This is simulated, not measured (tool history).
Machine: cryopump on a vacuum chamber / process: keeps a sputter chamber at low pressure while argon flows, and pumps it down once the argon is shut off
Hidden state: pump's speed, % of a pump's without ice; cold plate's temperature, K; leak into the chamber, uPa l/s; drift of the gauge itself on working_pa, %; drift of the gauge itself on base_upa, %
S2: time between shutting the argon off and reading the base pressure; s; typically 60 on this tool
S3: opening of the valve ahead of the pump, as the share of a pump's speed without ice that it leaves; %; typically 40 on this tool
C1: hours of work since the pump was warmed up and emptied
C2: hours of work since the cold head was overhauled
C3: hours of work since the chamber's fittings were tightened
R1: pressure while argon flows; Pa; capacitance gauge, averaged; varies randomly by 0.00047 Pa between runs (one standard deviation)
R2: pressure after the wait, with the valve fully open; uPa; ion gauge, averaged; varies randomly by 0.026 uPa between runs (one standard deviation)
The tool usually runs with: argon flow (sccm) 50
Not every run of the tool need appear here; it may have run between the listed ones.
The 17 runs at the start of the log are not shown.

{"run": 18, "day": 64.708, "argon flow (sccm)": 50, "S2": 60, "S3": 40, "C1": 338, "C2": 4964, "C3": 3091, "R1": 0.0971, "R2": 1.86}
{"run": 19, "day": 67.404, "argon flow (sccm)": 50, "S2": 145, "S3": 16, "C1": 389, "C2": 5015, "C3": 3142, "R1": 0.2364, "R2": 1.33}
{"day": 68.846, "done": "leaking fittings of the chamber tightened, without venting"}
{"run": 20, "day": 70.742, "argon flow (sccm)": 41, "S2": 44, "S3": 16, "C1": 450, "C2": 5076, "C3": 36, "R1": 0.1938, "R2": 1.55}
{"run": 21, "day": 75.85, "argon flow (sccm)": 41, "S2": 44, "S3": 16, "C1": 546, "C2": 5172, "C3": 132, "R1": 0.1946, "R2": 1.54}
{"run": 22, "day": 80.046, "argon flow (sccm)": 23, "S2": 217, "S3": 18, "C1": 625, "C2": 5251, "C3": 211, "R1": 0.0976, "R2": 0.48}
{"run": 23, "day": 84.008, "argon flow (sccm)": 26, "S2": 87, "S3": 40, "C1": 700, "C2": 5326, "C3": 285, "R1": 0.0508, "R2": 0.87}
{"run": 24, "day": 86.904, "argon flow (sccm)": 41, "S2": 87, "S3": 18, "C1": 754, "C2": 5380, "C3": 340, "R1": 0.174, "R2": 0.95}
{"run": 25, "day": 89.929, "argon flow (sccm)": 56, "S2": 83, "S3": 17, "C1": 811, "C2": 5437, "C3": 396, "R1": 0.2523, "R2": 0.99}
{"day": 93.342, "done": "pump warmed up, emptied and cooled again"}
{"run": 26, "day": 94.383, "argon flow (sccm)": 56, "S2": 83, "S3": 17, "C1": 20, "C2": 5517, "C3": 476, "R1": 0.2466, "R2": 0.97}

Estimate the outcome of run 27 from the log above:
{"run": 27, "day": 96.625, "argon flow (sccm)": 63, "S2": 60, "S3": 40, "C1": 62, "C2": 5559, "C3": 518, "R1": "?", "R2": "?"}

R1: 0.1184 Pa
R2: 1.25 uPa
Were there no unlogged condition in the tool, this run, its random variation unchanged, would have produced R1 0.1160 Pa, R2 1.13 uPa.
